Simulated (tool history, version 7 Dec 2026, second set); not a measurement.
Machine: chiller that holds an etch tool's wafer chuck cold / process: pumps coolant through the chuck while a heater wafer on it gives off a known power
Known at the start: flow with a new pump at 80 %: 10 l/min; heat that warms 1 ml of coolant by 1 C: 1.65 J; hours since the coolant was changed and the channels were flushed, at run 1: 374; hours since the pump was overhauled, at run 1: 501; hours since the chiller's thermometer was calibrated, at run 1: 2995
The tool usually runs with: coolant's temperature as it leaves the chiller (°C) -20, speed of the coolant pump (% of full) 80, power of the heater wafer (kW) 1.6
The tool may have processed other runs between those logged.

run,day,coolant's temperature as it leaves the chiller (°C),speed of the coolant pump (% of full),power of the heater wafer (kW),hours since the coolant was changed and the channels were flushed,hours since the pump was overhauled,hours since the chiller's thermometer was calibrated,chuck's temperature once it has settled (°C),how much warmer the coolant comes back (C)
1,0,-20,80,1.6,374,501,2995,-7.5,5.88
2,0.792,-20,80,1.6,393,520,3014,-7.5,5.89
3,1.825,-20,80,1.6,418,545,3039,-7.6,5.83
4,2.425,-25,80,1.6,432,559,3053,-12.5,5.78
5,3.325,-20,80,1.6,454,581,3075,-7.5,5.84
6,4.154,-20,80,1.6,474,601,3095,-7.5,5.84
7,5.296,-20,75,1.6,501,628,3122,-7,6.24
8,5.942,-20,75,1.6,517,644,3138,-7.1,6.25
9,6.538,-20,75,1.6,531,658,3152,-7,6.29
10,7.246,-20,65,1.6,548,675,3169,-5.6,7.27
11,8.408,-20,65,1.6,576,703,3197,-5.5,7.28
12,9.458,-20,65,1.6,601,728,3222,-5.8,7.33
13,10.762,-20,80,1.6,633,759,3254,-7.5,5.77
14,11.467,-20,80,1.6,650,776,3270,-7.7,5.77
15,12.517,-20,80,1.6,675,802,3296,-7.5,5.79
16,13.233,-20,80,1.305,692,819,3313,-9.9,4.76
17,14.221,-18,79,0.913,716,842,3336,-10.7,3.37
18,15.162,-17,77,1.6,738,865,3359,-4,6.04
19,16.3,-17,77,0.806,765,892,3386,-10.5,3.03
20,17.125,-28,77,0.806,785,912,3406,-21.5,3.1
21,18.162,-28,77,0.806,810,937,3431,-21.4,3.1
22,19.179,-28,77,0.806,835,961,3455,-21.5,3.08
23,19.825,-28,91,0.806,850,977,3471,-22.3,2.58
24,20.808,-28,91,0.806,874,1000,3495,-22.4,2.57
25,21.708,-28,91,0.806,895,1022,3516,-22.3,2.56
26,22.467,-17,80,0.806,914,1040,3534,-10.8,2.97
27,23.354,-17,99,1.721,935,1062,3556,-5.5,4.99
28,24.571,-17,99,0.915,964,1091,3585,-10.7,2.69
29,25.829,-27,80,1.6,994,1121,3615,-14.6,5.87

What will run 30 give?
30,27.05,-20,63,1.9,1024,1150,3644,?,?

chuck's temperature once it has settled (°C): -2.5
how much warmer the coolant comes back (C): 8.98
With the hidden condition absent and the run-to-run variation left alone, this run would have shown chuck's temperature once it has settled (°C) -2.6, how much warmer the coolant comes back (C) 8.98.
